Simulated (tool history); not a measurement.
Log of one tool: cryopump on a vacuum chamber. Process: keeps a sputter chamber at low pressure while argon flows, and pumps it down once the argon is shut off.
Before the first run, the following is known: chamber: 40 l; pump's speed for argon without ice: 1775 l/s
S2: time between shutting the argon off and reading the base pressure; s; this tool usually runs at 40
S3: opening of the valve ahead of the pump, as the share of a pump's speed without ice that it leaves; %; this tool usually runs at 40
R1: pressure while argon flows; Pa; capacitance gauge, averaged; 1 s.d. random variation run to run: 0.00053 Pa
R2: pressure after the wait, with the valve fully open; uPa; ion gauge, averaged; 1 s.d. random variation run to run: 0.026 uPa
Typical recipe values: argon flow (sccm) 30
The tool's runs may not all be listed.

Run 1, day 0: usual settings. Result: R1 0.074 Pa, R2 2.7 uPa.
Run 2, day 2.358: usual settings. Result: R1 0.0743 Pa, R2 2.69 uPa.
Run 3, day 5.383: usual settings. Result: R1 0.0737 Pa, R2 2.83 uPa.
Run 4, day 7.312: usual settings but S3 37 %. Result: R1 0.0799 Pa, R2 2.88 uPa.
Run 5, day 8.742: usual settings but S3 37 %. Result: R1 0.0798 Pa, R2 2.93 uPa.
Run 6, day 10.396: usual settings. Result: R1 0.0755 Pa, R2 2.93 uPa.
Run 7, day 13.05: usual settings. Result: R1 0.0763 Pa, R2 2.86 uPa.
Run 8, day 14.875: usual settings. Result: R1 0.0757 Pa, R2 2.98 uPa.
Run 9, day 17.788: usual settings. Result: R1 0.0763 Pa, R2 3.09 uPa.
Run 10, day 20.45: usual settings. Result: R1 0.0774 Pa, R2 3.16 uPa.
Run 11, day 23.1: usual settings but argon flow (sccm) 42, S2 20 s, S3 50 %. Result: R1 0.0903 Pa, R2 4.2 uPa.
Run 12, day 25.929: usual settings but argon flow (sccm) 22, S2 20 s, S3 29 %. Result: R1 0.0778 Pa, R2 4.27 uPa.
At day 27.008: pump warmed up, emptied and cooled again.
Run 13, day 28.296: usual settings but argon flow (sccm) 52, S2 43 s, S3 20 %. Result: R1 0.2483 Pa, R2 2.77 uPa.
Run 14, day 31.3: usual settings but argon flow (sccm) 52, S2 43 s, S3 20 %. Result: R1 0.2489 Pa, R2 2.88 uPa.
Run 15, day 34.188: usual settings but argon flow (sccm) 25, S2 35 s, S3 55 %. Result: R1 0.0444 Pa, R2 3.17 uPa.
Run 16, day 37.442: usual settings but argon flow (sccm) 25, S2 35 s, S3 55 %. Result: R1 0.0455 Pa, R2 3.23 uPa.
Run 17, day 40.679: usual settings but argon flow (sccm) 25, S2 35 s, S3 55 %. Result: R1 0.0451 Pa, R2 3.25 uPa.
At day 41.767: leaking fittings of the chamber tightened, without venting.
Run 18, day 42.812: usual settings but argon flow (sccm) 21, S2 60 s, S3 20 %. Result: R1 0.1024 Pa, R2 0.82 uPa.
Run 19, day 44.567: usual settings but argon flow (sccm) 58, S2 203 s, S3 39 %. Result: R1 0.1469 Pa, R2 0.4 uPa.

Each run again, without the hidden state but with its own random variation kept:
The tool's hidden condition here consists of: pump's speed, % of a pump's without ice; cold plate's temperature, K; leak into the chamber, uPa l/s; drift of the gauge itself on working_pa, %; drift of the gauge itself on base_upa, %.
run      R1    R2
  1  0.0717  1.14
  2  0.0716  1.11
  3  0.0705  1.14
  4  0.0764  1.13
  5   0.076  1.16
  6  0.0713  1.14
  7  0.0717  1.05
  8  0.0707  1.09
  9  0.0707  1.11
 10  0.0713  1.11
 11  0.0809  2.06
 12  0.0724  2.07
 13  0.2474  1.03
 14  0.2473  1.03
 15  0.0432  1.24
 16  0.0439  1.25
 17  0.0431  1.21
 18  0.1004  0.78
 19  0.1408  0.33

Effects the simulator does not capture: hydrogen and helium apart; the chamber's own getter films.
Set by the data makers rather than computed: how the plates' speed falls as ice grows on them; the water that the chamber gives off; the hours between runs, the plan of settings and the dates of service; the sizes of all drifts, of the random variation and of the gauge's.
